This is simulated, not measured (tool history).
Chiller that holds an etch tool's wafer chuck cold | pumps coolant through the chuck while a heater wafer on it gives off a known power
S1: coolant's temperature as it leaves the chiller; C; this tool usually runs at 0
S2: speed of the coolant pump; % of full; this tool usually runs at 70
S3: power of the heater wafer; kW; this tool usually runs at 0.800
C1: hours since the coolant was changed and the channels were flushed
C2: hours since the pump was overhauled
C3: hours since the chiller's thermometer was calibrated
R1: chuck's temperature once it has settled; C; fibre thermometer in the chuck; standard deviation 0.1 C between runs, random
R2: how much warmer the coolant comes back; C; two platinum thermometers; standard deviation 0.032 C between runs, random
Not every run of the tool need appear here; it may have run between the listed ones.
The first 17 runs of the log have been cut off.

{"run": 18, "hour": 612.5, "S1": 0, "S2": 70, "S3": 0.649, "C1": 2399, "C2": 2534, "C3": 1039, "R1": 6.2, "R2": 3.29}
{"run": 19, "hour": 642.6, "S1": 4, "S2": 97, "S3": 1.187, "C1": 2429, "C2": 2564, "C3": 1069, "R1": 12.7, "R2": 4.13}
{"run": 20, "hour": 679.8, "S1": 9, "S2": 97, "S3": 0.939, "C1": 2466, "C2": 2602, "C3": 1106, "R1": 15.9, "R2": 3.3}
{"run": 21, "hour": 718.5, "S1": 8, "S2": 62, "S3": 0.59, "C1": 2504, "C2": 2640, "C3": 1145, "R1": 14.2, "R2": 3.47}
{"run": 22, "hour": 751.8, "S1": -10, "S2": 80, "S3": 0.546, "C1": 2538, "C2": 2674, "C3": 1178, "R1": -5.3, "R2": 2.38}
{"run": 23, "hour": 795.7, "S1": -10, "S2": 80, "S3": 0.546, "C1": 2582, "C2": 2718, "C3": 1222, "R1": -5.3, "R2": 2.41}
{"run": 24, "hour": 818.4, "S1": -10, "S2": 80, "S3": 0.546, "C1": 2604, "C2": 2740, "C3": 1245, "R1": -5.2, "R2": 2.45}
{"run": 25, "hour": 844.6, "S1": -10, "S2": 80, "S3": 0.626, "C1": 2631, "C2": 2767, "C3": 1271, "R1": -4.7, "R2": 2.78}
{"run": 26, "hour": 889.3, "S1": -10, "S2": 72, "S3": 0.626, "C1": 2675, "C2": 2811, "C3": 1316, "R1": -4.1, "R2": 3.12}
{"run": 27, "hour": 929.6, "S1": -10, "S2": 72, "S3": 0.626, "C1": 2716, "C2": 2852, "C3": 1356, "R1": -4.1, "R2": 3.11}
{"run": 28, "hour": 963.9, "S1": -10, "S2": 81, "S3": 0.626, "C1": 2750, "C2": 2886, "C3": 1391, "R1": -4.7, "R2": 2.68}
{"run": 29, "hour": 1003.6, "S1": -6, "S2": 83, "S3": 0.733, "C1": 2790, "C2": 2926, "C3": 1430, "R1": 0.3, "R2": 3.13}
{"run": 30, "hour": 1043.6, "S1": 9, "S2": 86, "S3": 0.8, "C1": 2830, "C2": 2966, "C3": 1470, "R1": 15.6, "R2": 3.24}
{"run": 31, "hour": 1083.7, "S1": -2, "S2": 99, "S3": 0.472, "C1": 2870, "C2": 3006, "C3": 1510, "R1": 1.5, "R2": 1.66}

Forecast each of these 5 alternatives for the next run:
{"run": "A", "hour": 1105.6, "S1": 7, "S2": 70, "S3": 0.8, "C1": 2892, "C2": 3028, "C3": 1532, "R1": "?", "R2": "?"}
{"run": "B", "hour": 1105.6, "S1": -2, "S2": 74, "S3": 0.472, "C1": 2892, "C2": 3028, "C3": 1532, "R1": "?", "R2": "?"}
{"run": "C", "hour": 1105.6, "S1": 8, "S2": 63, "S3": 0.691, "C1": 2892, "C2": 3028, "C3": 1532, "R1": "?", "R2": "?"}
{"run": "D", "hour": 1105.6, "S1": 7, "S2": 99, "S3": 0.472, "C1": 2892, "C2": 3028, "C3": 1532, "R1": "?", "R2": "?"}
{"run": "E", "hour": 1105.6, "S1": 1, "S2": 76, "S3": 0.8, "C1": 2892, "C2": 3028, "C3": 1532, "R1": "?", "R2": "?"}

run=A R1=14.7 R2=4.11
run=B R1=2.1 R2=2.32
run=C R1=15.1 R2=4.03
run=D R1=10.2 R2=1.64
run=E R1=8.2 R2=3.74
Without the tool's hidden state the same runs would have given:
run=A R1=14.3 R2=3.94
run=B R1=1.9 R2=2.22
run=C R1=14.7 R2=3.87
run=D R1=10.1 R2=1.57
run=E R1=7.8 R2=3.59
